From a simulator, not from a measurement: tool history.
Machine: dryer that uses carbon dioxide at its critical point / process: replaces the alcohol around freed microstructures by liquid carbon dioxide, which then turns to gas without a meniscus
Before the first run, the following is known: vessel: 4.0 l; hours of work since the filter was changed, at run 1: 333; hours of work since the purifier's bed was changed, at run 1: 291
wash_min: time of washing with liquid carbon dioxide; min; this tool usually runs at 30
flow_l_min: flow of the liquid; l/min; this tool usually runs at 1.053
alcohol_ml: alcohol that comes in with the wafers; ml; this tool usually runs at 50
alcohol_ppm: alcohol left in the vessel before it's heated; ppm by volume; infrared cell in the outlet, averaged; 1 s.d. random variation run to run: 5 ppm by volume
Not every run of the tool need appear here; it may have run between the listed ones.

| run | hour | wash_min | flow_l_min | alcohol_ml | hours of work since the filter was changed | hours of work since the purifier's bed was changed | alcohol_ppm |
|---|---|---|---|---|---|---|---|
| 1 | 0 | 30 | 1.053 | 50 | 333 | 291 | 170 |
| 2 | 40.7 | 30 | 1.053 | 50 | 362 | 319 | 175 |
| 3 | 87.9 | 30 | 1.78 | 50 | 395 | 353 | 173 |
| 4 | 137.1 | 30 | 1.78 | 50 | 430 | 387 | 197 |
| 5 | 191.4 | 30 | 1.78 | 50 | 468 | 426 | 215 |
| 6 | 216.7 | 27 | 1.053 | 50 | 486 | 443 | 263 |
| 7 | 244.3 | 30 | 1.053 | 51 | 505 | 463 | 252 |
|  | 254.5 | inlet filter changed |
| 8 | 299.5 | 30 | 1.053 | 51 | 32 | 501 | 264 |
| 9 | 345.8 | 30 | 1.053 | 51 | 64 | 534 | 289 |
|  | 370.4 | purifier's bed changed |
| 10 | 374.8 | 30 | 1.53 | 50 | 83 | 3 | 7 |
| 11 | 419.7 | 27 | 1.053 | 50 | 114 | 35 | 41 |
| 12 | 464.2 | 30 | 1.053 | 50 | 146 | 66 | 50 |
| 13 | 504.2 | 30 | 1.053 | 50 | 174 | 94 | 54 |
| 14 | 547.4 | 30 | 0.69 | 50 | 204 | 125 | 194 |
| 15 | 582.2 | 30 | 0.69 | 50 | 229 | 149 | 220 |
| 16 | 607.4 | 30 | 0.69 | 50 | 247 | 167 | 225 |
| 17 | 647.8 | 30 | 0.75 | 50 | 275 | 196 | 200 |
| 18 | 694.9 | 30 | 0.75 | 50 | 308 | 229 | 216 |
| 19 | 733 | 30 | 1.053 | 95 | 335 | 256 | 154 |
| 20 | 777.6 | 30 | 1.053 | 95 | 367 | 287 | 178 |
| 21 | 802.8 | 30 | 1.053 | 50 | 384 | 305 | 173 |
| 22 | 843.3 | 30 | 1.053 | 50 | 413 | 333 | 189 |
| 23 | 867.2 | 30 | 1.053 | 50 | 430 | 350 | 190 |
| 24 | 910 | 30 | 1.053 | 50 | 460 | 380 | 214 |
| 25 | 943 | 21 | 1.52 | 22 | 483 | 404 | 210 |

Run 26 has not been measured yet. What should we expect?
| 26 | 964.9 | 42 | 1.13 | 22 | 499 | 419 | ? |

{"run 26": {"alcohol_ppm": 222}}
With no hidden state in the tool, this same run would have given alcohol_ppm 6 ppm by volume.
